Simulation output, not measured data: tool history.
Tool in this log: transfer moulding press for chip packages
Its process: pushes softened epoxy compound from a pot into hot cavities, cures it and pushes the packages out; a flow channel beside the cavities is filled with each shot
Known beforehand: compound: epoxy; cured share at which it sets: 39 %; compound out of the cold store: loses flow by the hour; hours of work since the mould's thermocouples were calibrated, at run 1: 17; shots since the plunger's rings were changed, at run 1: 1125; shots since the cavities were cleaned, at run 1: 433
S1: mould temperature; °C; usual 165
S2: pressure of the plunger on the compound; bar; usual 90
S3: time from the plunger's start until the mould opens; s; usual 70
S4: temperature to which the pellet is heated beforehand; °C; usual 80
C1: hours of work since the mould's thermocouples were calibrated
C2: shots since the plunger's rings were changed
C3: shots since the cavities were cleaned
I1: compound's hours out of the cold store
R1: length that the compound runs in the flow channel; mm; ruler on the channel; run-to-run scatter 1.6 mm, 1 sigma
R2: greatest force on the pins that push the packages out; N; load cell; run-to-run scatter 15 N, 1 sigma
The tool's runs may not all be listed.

| run | day | S1 | S2 | S3 | S4 | C1 | C2 | C3 | I1 | R1 | R2 |
|---|---|---|---|---|---|---|---|---|---|---|---|
| 1 | 0 | 165 | 90 | 70 | 80 | 17 | 1125 | 433 | 9.5 | 558 | 1295 |
| 2 | 0.367 | 165 | 90 | 70 | 80 | 21 | 1239 | 547 | 18.7 | 540 | 1284 |
|  | 0.846 | cavities cleaned with cleaning compound and waxed |
| 3 | 0.925 | 165 | 90 | 70 | 80 | 27 | 1394 | 25 | 23.5 | 531 | 794 |
| 4 | 1.496 | 165 | 90 | 70 | 80 | 34 | 1572 | 203 | 18.1 | 537 | 1039 |
| 5 | 1.962 | 165 | 90 | 70 | 79 | 40 | 1717 | 348 | 38.1 | 506 | 1102 |
| 6 | 2.554 | 165 | 90 | 70 | 79 | 47 | 1901 | 532 | 39.3 | 502 | 1185 |
| 7 | 2.829 | 165 | 90 | 70 | 72 | 51 | 1985 | 616 | 20.5 | 534 | 1363 |
|  | 3.071 | cavities cleaned with cleaning compound and waxed |
| 8 | 3.246 | 165 | 90 | 70 | 72 | 55 | 2096 | 54 | 25.1 | 523 | 856 |
| 9 | 3.854 | 165 | 90 | 70 | 83 | 62 | 2285 | 243 | 14.5 | 543 | 1015 |
| 10 | 4.242 | 165 | 90 | 70 | 83 | 67 | 2406 | 364 | 12 | 546 | 1162 |
| 11 | 4.8 | 165 | 90 | 70 | 83 | 74 | 2579 | 537 | 39.9 | 492 | 1194 |
|  | 5.188 | plunger's sealing rings changed |
|  | 5.4 | cavities cleaned with cleaning compound and waxed |
| 12 | 5.571 | 159 | 90 | 70 | 86 | 81 | 100 | 54 | 19.4 | 558 | 1291 |
| 13 | 6.071 | 159 | 90 | 70 | 88 | 87 | 255 | 209 | 28.3 | 543 | 1582 |
|  | 6.183 | mould's thermocouples calibrated |
| 14 | 6.717 | 165 | 106.3 | 70 | 80 | 7 | 430 | 384 | 23 | 586 | 1172 |
| 15 | 7.004 | 165 | 106.3 | 70 | 80 | 10 | 520 | 474 | 14.2 | 604 | 1206 |
|  | 7.129 | mould's thermocouples calibrated, once more |
| 16 | 7.471 | 165 | 91.1 | 70 | 80 | 4 | 639 | 593 | 14.2 | 561 | 1366 |
|  | 7.792 | cavities cleaned with cleaning compound and waxed |
| 17 | 7.988 | 165 | 73.4 | 70 | 80 | 10 | 780 | 61 | 26.7 | 479 | 874 |
| 18 | 8.571 | 165 | 73.4 | 70 | 80 | 17 | 962 | 243 | 11.3 | 505 | 1110 |
| 19 | 8.992 | 171 | 90 | 68 | 80 | 22 | 1092 | 373 | 26.7 | 519 | 859 |
| 20 | 9.554 | 161 | 90 | 68 | 79 | 29 | 1267 | 548 | 11 | 567 | 2073 |
|  | 10.021 | cavities cleaned with cleaning compound and waxed |
| 21 | 10.092 | 161 | 90 | 68 | 79 | 35 | 1415 | 21 | 34.8 | 516 | 1165 |

4 options for the next run, each taken on its own from the tool as it stands now. Forecast them:
| A | 10.438 | 165 | 95.7 | 59 | 87 | 39 | 1523 | 129 | 17.4 | ? | ? |
| B | 10.438 | 169 | 85.4 | 70 | 81 | 39 | 1523 | 129 | 17.6 | ? | ? |
| C | 10.438 | 165 | 82.8 | 59 | 80 | 39 | 1523 | 129 | 43.1 | ? | ? |
| D | 10.438 | 158 | 90 | 68 | 79 | 39 | 1523 | 129 | 45.6 | ? | ? |

| run | R1 | R2 |
|---|---|---|
| A | 559 | 1475 |
| B | 521 | 728 |
| C | 475 | 1427 |
| D | 503 | 1627 |
Without the tool's unlogged condition, the same runs would have read:
| run | R1 | R2 |
|---|---|---|
| A | 570 | 1182 |
| B | 532 | 586 |
| C | 485 | 1146 |
| D | 514 | 1307 |

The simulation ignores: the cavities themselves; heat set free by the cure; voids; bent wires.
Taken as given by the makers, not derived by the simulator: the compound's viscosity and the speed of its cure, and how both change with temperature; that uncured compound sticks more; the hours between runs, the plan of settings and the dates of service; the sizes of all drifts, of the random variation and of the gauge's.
